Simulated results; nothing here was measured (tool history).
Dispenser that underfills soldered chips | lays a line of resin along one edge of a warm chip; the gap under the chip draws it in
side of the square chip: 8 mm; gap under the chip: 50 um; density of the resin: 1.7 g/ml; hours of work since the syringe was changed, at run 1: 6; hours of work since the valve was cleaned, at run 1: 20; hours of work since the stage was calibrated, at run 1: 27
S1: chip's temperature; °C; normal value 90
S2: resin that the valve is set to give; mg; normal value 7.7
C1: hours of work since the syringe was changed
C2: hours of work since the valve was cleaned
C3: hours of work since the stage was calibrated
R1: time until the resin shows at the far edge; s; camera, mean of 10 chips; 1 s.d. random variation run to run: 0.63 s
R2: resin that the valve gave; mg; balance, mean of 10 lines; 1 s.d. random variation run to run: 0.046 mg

| run | day | S1 | S2 | C1 | C2 | C3 | R1 | R2 |
|---|---|---|---|---|---|---|---|---|
| 1 | 0 | 90 | 7.7 | 6 | 20 | 27 | 72.6 | 7.7 |
|  | 0.058 | new syringe of resin |
| 2 | 0.154 | 90 | 8.1 | 2 | 22 | 29 | 58.6 | 8.1 |
| 3 | 0.321 | 90 | 8.1 | 5 | 25 | 32 | 66.2 | 7.98 |
|  | 0.471 | new syringe of resin |
| 4 | 0.475 | 90 | 8.1 | 0 | 28 | 35 | 55.8 | 7.98 |
| 5 | 0.567 | 90 | 7.7 | 2 | 30 | 36 | 59.8 | 7.56 |
| 6 | 0.733 | 90 | 7.7 | 5 | 32 | 39 | 67.9 | 7.57 |
|  | 0.888 | new syringe of resin |
| 7 | 0.9 | 101 | 7.7 | 0 | 35 | 42 | 37.2 | 7.63 |
| 8 | 1.017 | 101 | 7.7 | 2 | 37 | 44 | 40.4 | 7.61 |
| 9 | 1.204 | 101 | 7.7 | 6 | 41 | 47 | 46.2 | 7.57 |
|  | 1.3 | new syringe of resin |
| 10 | 1.421 | 90 | 7.7 | 2 | 44 | 51 | 60.8 | 7.62 |
| 11 | 1.617 | 90 | 7.7 | 6 | 48 | 54 | 70.9 | 7.51 |
|  | 1.712 | new syringe of resin |
| 12 | 1.812 | 90 | 7.7 | 2 | 51 | 58 | 59.9 | 7.59 |
| 13 | 1.992 | 90 | 7.7 | 5 | 54 | 61 | 66.9 | 7.56 |
|  | 2.121 | new syringe of resin |
| 14 | 2.138 | 76 | 7.01 | 0 | 56 | 63 | 98.1 | 6.81 |
| 15 | 2.254 | 76 | 7.01 | 2 | 58 | 65 | 106.9 | 6.88 |
| 16 | 2.446 | 92 | 8.85 | 6 | 62 | 69 | 63.6 | 8.67 |
|  | 2.538 | new syringe of resin |
| 17 | 2.612 | 91 | 8.15 | 1 | 64 | 71 | 54.9 | 7.92 |
| 18 | 2.804 | 95 | 8.65 | 5 | 68 | 75 | 54.2 | 8.4 |
|  | 2.946 | new syringe of resin |
| 19 | 2.954 | 99 | 8.81 | 0 | 70 | 77 | 37.3 | 8.59 |
| 20 | 3.15 | 92 | 7.91 | 4 | 74 | 80 | 58.4 | 7.66 |
| 21 | 3.242 | 75 | 8.67 | 5 | 75 | 82 | 119.1 | 8.41 |
|  | 3.358 | new syringe of resin |
| 22 | 3.429 | 97 | 9.31 | 1 | 78 | 85 | 43.6 | 9 |
| 23 | 3.633 | 100 | 7.72 | 5 | 82 | 89 | 47.4 | 7.48 |
|  | 3.771 | new syringe of resin |
| 24 | 3.788 | 76 | 8.67 | 0 | 84 | 91 | 91.9 | 8.41 |
| 25 | 4 | 76 | 8.67 | 4 | 88 | 95 | 107.8 | 8.36 |
| 26 | 4.121 | 90 | 6.5 | 6 | 90 | 97 | 74.6 | 6.14 |

Some steps in R1 between neighbouring runs. How much of each would the tool show without its hidden state too (settings, what came in, random variation), and how much is left for the hidden state, with any gauge scatter that isn't in both results?
Unlogged tool condition in this case: resin's viscosity, % of fresh resin's; dose that the valve gives, % of what is set; true chip temperature over the reading, C; drift of the gauge itself on fill_s, %; drift of the gauge itself on given_mg, %.
Run 20 -> 21: S1 92 -> 75, S2 7.91 -> 8.67. R1 +60.7 s: hidden state +13.8, all else +46.9.
Run 21 -> 22: S1 75 -> 97, S2 8.67 -> 9.31, new syringe of resin. R1 -75.5 s: hidden state -18.6, all else -56.9.
Run 24 -> 25: nothing adjusted, nothing logged. R1 +15.9 s: hidden state +16, all else -0.1.
